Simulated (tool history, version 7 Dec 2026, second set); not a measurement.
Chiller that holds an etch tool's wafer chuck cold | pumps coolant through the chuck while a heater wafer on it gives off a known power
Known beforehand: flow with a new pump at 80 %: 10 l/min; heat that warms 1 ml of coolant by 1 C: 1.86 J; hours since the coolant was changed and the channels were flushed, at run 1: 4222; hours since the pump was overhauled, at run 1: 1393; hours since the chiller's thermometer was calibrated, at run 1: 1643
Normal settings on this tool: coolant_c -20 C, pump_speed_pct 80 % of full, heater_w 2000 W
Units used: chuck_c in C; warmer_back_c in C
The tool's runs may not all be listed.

run,hour,coolant_c,pump_speed_pct,heater_w,hours since the coolant was changed and the channels were flushed,hours since the pump was overhauled,hours since the chiller's thermometer was calibrated,chuck_c,warmer_back_c
1,0,-20,80,2000,4222,1393,1643,0.6,6.47
2,189.1,-20,80,1755,4411,1583,1832,-1.8,5.59
3,280.3,-20,80,1755,4502,1674,1923,-1.8,5.72
# hour 368.3: coolant changed, channels flushed
4,425.1,-11,80,1755,57,1813,2062,7.2,5.74
5,549.9,-11,80,1755,182,1937,2187,7.1,5.77
# hour 668.6: chiller's thermometer calibrated
6,758.5,-20,80,2000,389,2145,90,0.8,6.55
7,964.5,-20,80,2000,595,2351,296,0.8,6.64
8,1164,-20,80,2000,795,2550,495,0.7,6.55
9,1290,-20,80,2000,921,2676,621,0.8,6.61
10,1377.3,-20,80,2000,1008,2764,709,0.6,6.67
11,1484,-20,80,2000,1115,2870,815,0.7,6.67
12,1665.6,-20,80,1395,1296,3052,997,-5.5,4.76
13,1778.1,-20,80,1395,1409,3165,1110,-5.8,4.77
# hour 1865.6: gauge calibrated
14,1915.6,-20,92,1172,1546,3302,1247,-9,3.28
15,2010.1,-20,89,2000,1641,3397,1342,-0.6,5.78
16,2114.9,-30,85,1584,1746,3501,1446,-14.3,4.85
17,2222.8,-30,85,1584,1854,3609,1554,-14.3,4.86
18,2380,-30,85,1584,2011,3766,1711,-14.2,4.83
19,2464.1,-30,85,1584,2095,3851,1796,-14.2,4.88
20,2612,-25,79,1188,2243,3998,1943,-12.6,3.95
21,2713.9,-25,79,1188,2345,4100,2045,-12.6,3.99
22,2874.7,-18,80,1301,2505,4261,2206,-4.6,4.28
23,2961.1,-18,80,1301,2592,4348,2293,-4.4,4.36
# hour 2975.8: chiller's thermometer calibrated
24,3078.5,-29,80,2000,2708,4464,103,-8.3,6.61
25,3202.5,-29,80,2000,2832,4588,227,-8.3,6.7
26,3320.4,-16,78,1696,2950,4706,345,1.7,5.84

Each row is a separate what-if for the run after 26, all from the same tool condition, not one after another. Results?
A,3453.2,-20,80,1089,3083,4839,477,?,?
B,3453.2,-20,83,1131,3083,4839,477,?,?
C,3453.2,-16,81,1696,3083,4839,477,?,?

run,chuck_c,warmer_back_c
A,-8.7,3.66
B,-8.6,3.75
C,1.4,5.72
What these runs would have given with no unlogged condition in the tool:
run,chuck_c,warmer_back_c
A,-8.7,3.43
B,-8.6,3.52
C,1.4,5.49
